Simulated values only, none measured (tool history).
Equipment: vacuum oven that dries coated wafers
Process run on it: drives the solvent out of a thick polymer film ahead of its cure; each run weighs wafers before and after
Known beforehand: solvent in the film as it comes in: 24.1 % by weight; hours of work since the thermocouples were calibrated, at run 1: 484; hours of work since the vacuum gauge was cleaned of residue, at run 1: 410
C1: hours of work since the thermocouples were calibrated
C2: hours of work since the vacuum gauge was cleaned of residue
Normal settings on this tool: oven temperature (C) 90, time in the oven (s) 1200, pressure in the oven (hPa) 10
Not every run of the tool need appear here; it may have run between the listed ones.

{"run": 1, "hour": 0.0, "oven temperature (C)": 90, "time in the oven (s)": 1200, "pressure in the oven (hPa)": 10, "C1": 484, "C2": 410, "solvent left in the film (%)": 2.67}
{"run": 2, "hour": 113.9, "oven temperature (C)": 90, "time in the oven (s)": 1200, "pressure in the oven (hPa)": 10, "C1": 536, "C2": 462, "solvent left in the film (%)": 2.63}
{"run": 3, "hour": 198.3, "oven temperature (C)": 90, "time in the oven (s)": 1200, "pressure in the oven (hPa)": 10, "C1": 574, "C2": 500, "solvent left in the film (%)": 2.62}
{"run": 4, "hour": 300.4, "oven temperature (C)": 90, "time in the oven (s)": 1200, "pressure in the oven (hPa)": 10, "C1": 621, "C2": 547, "solvent left in the film (%)": 2.67}
{"run": 5, "hour": 392.6, "oven temperature (C)": 90, "time in the oven (s)": 960, "pressure in the oven (hPa)": 10, "C1": 663, "C2": 589, "solvent left in the film (%)": 3.24}
{"run": 6, "hour": 480.8, "oven temperature (C)": 90, "time in the oven (s)": 960, "pressure in the oven (hPa)": 10, "C1": 703, "C2": 629, "solvent left in the film (%)": 3.39}
{"run": 7, "hour": 547.0, "oven temperature (C)": 90, "time in the oven (s)": 960, "pressure in the oven (hPa)": 10.5, "C1": 734, "C2": 660, "solvent left in the film (%)": 3.38}
{"run": 8, "hour": 594.1, "oven temperature (C)": 90, "time in the oven (s)": 960, "pressure in the oven (hPa)": 10.5, "C1": 755, "C2": 681, "solvent left in the film (%)": 3.42}
{"run": 9, "hour": 709.0, "oven temperature (C)": 90, "time in the oven (s)": 600, "pressure in the oven (hPa)": 10.5, "C1": 807, "C2": 733, "solvent left in the film (%)": 5.47}
{"run": 10, "hour": 795.3, "oven temperature (C)": 90, "time in the oven (s)": 1200, "pressure in the oven (hPa)": 10, "C1": 847, "C2": 773, "solvent left in the film (%)": 2.84}
{"run": 11, "hour": 896.6, "oven temperature (C)": 90, "time in the oven (s)": 1200, "pressure in the oven (hPa)": 10, "C1": 893, "C2": 819, "solvent left in the film (%)": 2.96}
{"run": 12, "hour": 1004.3, "oven temperature (C)": 90, "time in the oven (s)": 1200, "pressure in the oven (hPa)": 10, "C1": 942, "C2": 868, "solvent left in the film (%)": 2.98}
{"run": 13, "hour": 1061.6, "oven temperature (C)": 90, "time in the oven (s)": 1200, "pressure in the oven (hPa)": 10, "C1": 968, "C2": 894, "solvent left in the film (%)": 2.86}
{"run": 14, "hour": 1161.3, "oven temperature (C)": 90, "time in the oven (s)": 1200, "pressure in the oven (hPa)": 10, "C1": 1014, "C2": 940, "solvent left in the film (%)": 2.82}
{"run": 15, "hour": 1256.5, "oven temperature (C)": 90, "time in the oven (s)": 1200, "pressure in the oven (hPa)": 10, "C1": 1057, "C2": 983, "solvent left in the film (%)": 2.89}
{"run": 16, "hour": 1315.3, "oven temperature (C)": 90, "time in the oven (s)": 1200, "pressure in the oven (hPa)": 10, "C1": 1084, "C2": 1010, "solvent left in the film (%)": 2.97}
{"run": 17, "hour": 1418.4, "oven temperature (C)": 90, "time in the oven (s)": 1200, "pressure in the oven (hPa)": 10, "C1": 1131, "C2": 1057, "solvent left in the film (%)": 3.01}
{"run": 18, "hour": 1478.6, "oven temperature (C)": 90, "time in the oven (s)": 1200, "pressure in the oven (hPa)": 10, "C1": 1159, "C2": 1085, "solvent left in the film (%)": 3}
{"run": 19, "hour": 1592.1, "oven temperature (C)": 90, "time in the oven (s)": 1200, "pressure in the oven (hPa)": 10, "C1": 1210, "C2": 1136, "solvent left in the film (%)": 2.99}
{"run": 20, "hour": 1650.2, "oven temperature (C)": 90, "time in the oven (s)": 2040, "pressure in the oven (hPa)": 10, "C1": 1237, "C2": 1163, "solvent left in the film (%)": 2.56}
{"run": 21, "hour": 1740.7, "oven temperature (C)": 90, "time in the oven (s)": 2040, "pressure in the oven (hPa)": 10, "C1": 1278, "C2": 1204, "solvent left in the film (%)": 2.5}
{"run": 22, "hour": 1794.8, "oven temperature (C)": 90, "time in the oven (s)": 2040, "pressure in the oven (hPa)": 10, "C1": 1303, "C2": 1229, "solvent left in the film (%)": 2.64}
{"run": 23, "hour": 1856.1, "oven temperature (C)": 83, "time in the oven (s)": 1200, "pressure in the oven (hPa)": 10, "C1": 1331, "C2": 1257, "solvent left in the film (%)": 4.4}
{"run": 24, "hour": 1909.5, "oven temperature (C)": 90, "time in the oven (s)": 1200, "pressure in the oven (hPa)": 11.1, "C1": 1355, "C2": 1281, "solvent left in the film (%)": 3.18}
{"run": 25, "hour": 1981.0, "oven temperature (C)": 90, "time in the oven (s)": 900, "pressure in the oven (hPa)": 7.4, "C1": 1388, "C2": 1314, "solvent left in the film (%)": 3.3}
{"run": 26, "hour": 2061.0, "oven temperature (C)": 90, "time in the oven (s)": 900, "pressure in the oven (hPa)": 7.4, "C1": 1424, "C2": 1350, "solvent left in the film (%)": 3.48}
{"run": 27, "hour": 2109.3, "oven temperature (C)": 79, "time in the oven (s)": 1680, "pressure in the oven (hPa)": 7.4, "C1": 1446, "C2": 1372, "solvent left in the film (%)": 4.22}
{"run": 28, "hour": 2182.6, "oven temperature (C)": 82, "time in the oven (s)": 600, "pressure in the oven (hPa)": 21.6, "C1": 1480, "C2": 1406, "solvent left in the film (%)": 10.32}
{"run": 29, "hour": 2281.6, "oven temperature (C)": 92, "time in the oven (s)": 2160, "pressure in the oven (hPa)": 17.3, "C1": 1525, "C2": 1451, "solvent left in the film (%)": 3.52}
{"run": 30, "hour": 2343.3, "oven temperature (C)": 92, "time in the oven (s)": 2160, "pressure in the oven (hPa)": 17.3, "C1": 1553, "C2": 1479, "solvent left in the film (%)": 3.63}
{"run": 31, "hour": 2409.9, "oven temperature (C)": 90, "time in the oven (s)": 1200, "pressure in the oven (hPa)": 7.5, "C1": 1584, "C2": 1510, "solvent left in the film (%)": 2.87}
{"hour": 2428.6, "done": "oven's thermocouples calibrated"}
{"run": 32, "hour": 2465.9, "oven temperature (C)": 90, "time in the oven (s)": 1200, "pressure in the oven (hPa)": 7.5, "C1": 17, "C2": 1534, "solvent left in the film (%)": 3}
{"run": 33, "hour": 2527.1, "oven temperature (C)": 102, "time in the oven (s)": 1980, "pressure in the oven (hPa)": 5.3, "C1": 45, "C2": 1562, "solvent left in the film (%)": 1.35}
{"run": 34, "hour": 2619.7, "oven temperature (C)": 102, "time in the oven (s)": 1980, "pressure in the oven (hPa)": 26, "C1": 87, "C2": 1604, "solvent left in the film (%)": 3.75}
{"hour": 2708.0, "done": "vacuum gauge cleaned of residue and calibrated"}
{"run": 35, "hour": 2726.1, "oven temperature (C)": 77, "time in the oven (s)": 1260, "pressure in the oven (hPa)": 15.4, "C1": 135, "C2": 8, "solvent left in the film (%)": 6.61}
{"run": 36, "hour": 2834.6, "oven temperature (C)": 93, "time in the oven (s)": 1500, "pressure in the oven (hPa)": 8.7, "C1": 185, "C2": 58, "solvent left in the film (%)": 1.63}
{"run": 37, "hour": 2928.2, "oven temperature (C)": 92, "time in the oven (s)": 900, "pressure in the oven (hPa)": 5, "C1": 227, "C2": 100, "solvent left in the film (%)": 2.04}
{"run": 38, "hour": 3040.2, "oven temperature (C)": 102, "time in the oven (s)": 900, "pressure in the oven (hPa)": 5.7, "C1": 278, "C2": 152, "solvent left in the film (%)": 0.98}
{"run": 39, "hour": 3139.5, "oven temperature (C)": 102, "time in the oven (s)": 900, "pressure in the oven (hPa)": 5.7, "C1": 324, "C2": 197, "solvent left in the film (%)": 0.92}
{"run": 40, "hour": 3242.9, "oven temperature (C)": 102, "time in the oven (s)": 900, "pressure in the oven (hPa)": 5.7, "C1": 371, "C2": 244, "solvent left in the film (%)": 1.01}
{"run": 41, "hour": 3309.8, "oven temperature (C)": 102, "time in the oven (s)": 900, "pressure in the oven (hPa)": 5.7, "C1": 401, "C2": 275, "solvent left in the film (%)": 1.04}
{"run": 42, "hour": 3420.5, "oven temperature (C)": 90, "time in the oven (s)": 1260, "pressure in the oven (hPa)": 20.8, "C1": 452, "C2": 325, "solvent left in the film (%)": 4.29}
{"run": 43, "hour": 3509.2, "oven temperature (C)": 96, "time in the oven (s)": 1620, "pressure in the oven (hPa)": 14.2, "C1": 492, "C2": 366, "solvent left in the film (%)": 2.14}
{"run": 44, "hour": 3600.9, "oven temperature (C)": 82, "time in the oven (s)": 1380, "pressure in the oven (hPa)": 5.3, "C1": 534, "C2": 407, "solvent left in the film (%)": 2.59}
{"run": 45, "hour": 3708.1, "oven temperature (C)": 81, "time in the oven (s)": 900, "pressure in the oven (hPa)": 5.3, "C1": 583, "C2": 456, "solvent left in the film (%)": 4.73}
{"run": 46, "hour": 3795.7, "oven temperature (C)": 92, "time in the oven (s)": 1860, "pressure in the oven (hPa)": 7.5, "C1": 623, "C2": 496, "solvent left in the film (%)": 1.44}
{"run": 47, "hour": 3864.8, "oven temperature (C)": 92, "time in the oven (s)": 1860, "pressure in the oven (hPa)": 7.5, "C1": 655, "C2": 528, "solvent left in the film (%)": 1.61}

Predict each of these 4 candidate next runs independently; none follows another, all start after run 47:
{"run": "A", "hour": 3926.3, "oven temperature (C)": 89, "time in the oven (s)": 660, "pressure in the oven (hPa)": 23.3, "C1": 683, "C2": 556, "solvent left in the film (%)": "?"}
{"run": "B", "hour": 3926.3, "oven temperature (C)": 92, "time in the oven (s)": 600, "pressure in the oven (hPa)": 7.5, "C1": 683, "C2": 556, "solvent left in the film (%)": "?"}
{"run": "C", "hour": 3926.3, "oven temperature (C)": 94, "time in the oven (s)": 1200, "pressure in the oven (hPa)": 23.6, "C1": 683, "C2": 556, "solvent left in the film (%)": "?"}
{"run": "D", "hour": 3926.3, "oven temperature (C)": 90, "time in the oven (s)": 720, "pressure in the oven (hPa)": 10, "C1": 683, "C2": 556, "solvent left in the film (%)": "?"}

run=A solvent_left_in_the_film_(%)=6.98
run=B solvent_left_in_the_film_(%)=4.36
run=C solvent_left_in_the_film_(%)=4.05
run=D solvent_left_in_the_film_(%)=4.36
Without the tool's hidden state the same runs would have given:
run=A solvent_left_in_the_film_(%)=6.97
run=B solvent_left_in_the_film_(%)=4.3
run=C solvent_left_in_the_film_(%)=3.9
run=D solvent_left_in_the_film_(%)=4.27

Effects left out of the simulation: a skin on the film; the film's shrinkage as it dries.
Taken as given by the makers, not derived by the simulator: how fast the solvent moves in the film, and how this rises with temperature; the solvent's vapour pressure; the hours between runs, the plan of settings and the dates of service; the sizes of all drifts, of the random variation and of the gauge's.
